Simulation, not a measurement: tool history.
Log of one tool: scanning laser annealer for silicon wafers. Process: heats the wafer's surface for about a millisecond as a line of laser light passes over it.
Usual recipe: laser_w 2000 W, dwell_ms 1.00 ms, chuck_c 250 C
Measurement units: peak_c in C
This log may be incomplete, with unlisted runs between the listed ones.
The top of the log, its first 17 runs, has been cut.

run	hour	laser_w	dwell_ms	chuck_c	hours of work since the window was cleaned	hours of work since the power meter was calibrated	hours of work since the optics were aligned	peak_c
18	537.6	2000	0.75	289	295	738	305	884
19	555.3	2000	0.75	289	306	749	315	877
20	576.5	2000	1.00	225	318	761	328	929
21	612.2	2000	1.00	245	340	783	349	948
22	639.0	2000	1.00	245	356	799	365	948
23	668.6	2148	0.83	250	373	817	383	941
24	684.6	2086	1.00	257	383	826	393	997
25	709.9	2117	1.17	221	398	841	408	1050
26	738.4	2117	1.17	221	415	858	425	1047
27	772.5	2117	1.17	221	436	879	445	1052
28	804.4	2117	1.17	221	455	898	464	1049
29	840.8	2117	1.17	221	477	920	486	1047
30	869.0	2000	0.93	281	493	937	503	956
31	898.4	2000	0.93	281	511	954	521	955
32	915.2	2000	0.93	281	521	964	531	956
33	932.0	2105	1.00	220	531	974	541	974
34	970.0	2141	0.88	276	554	997	563	983
35	991.5	1794	0.74	217	567	1010	576	727
36	1007.8	2117	1.20	217	577	1020	586	1059
37	1035.8	2000	1.13	250	593	1036	603	1007
38	1068.4	2124	0.90	250	613	1056	622	962
39	1086.6	2126	1.05	250	624	1067	633	1027

Predict each of these 4 candidate next runs independently; none follows another, all start after run 39:
A	1113.7	1771	1.11	250	640	1083	650	?
B	1113.7	2019	1.05	247	640	1083	650	?
C	1113.7	1859	0.93	289	640	1083	650	?
D	1113.7	1841	1.05	228	640	1083	650	?

run	peak_c
A	890
B	980
C	903
D	876
Take away the tool's hidden state, keep each run's random variation, and the runs would have read:
run	peak_c
A	891
B	981
C	903
D	877

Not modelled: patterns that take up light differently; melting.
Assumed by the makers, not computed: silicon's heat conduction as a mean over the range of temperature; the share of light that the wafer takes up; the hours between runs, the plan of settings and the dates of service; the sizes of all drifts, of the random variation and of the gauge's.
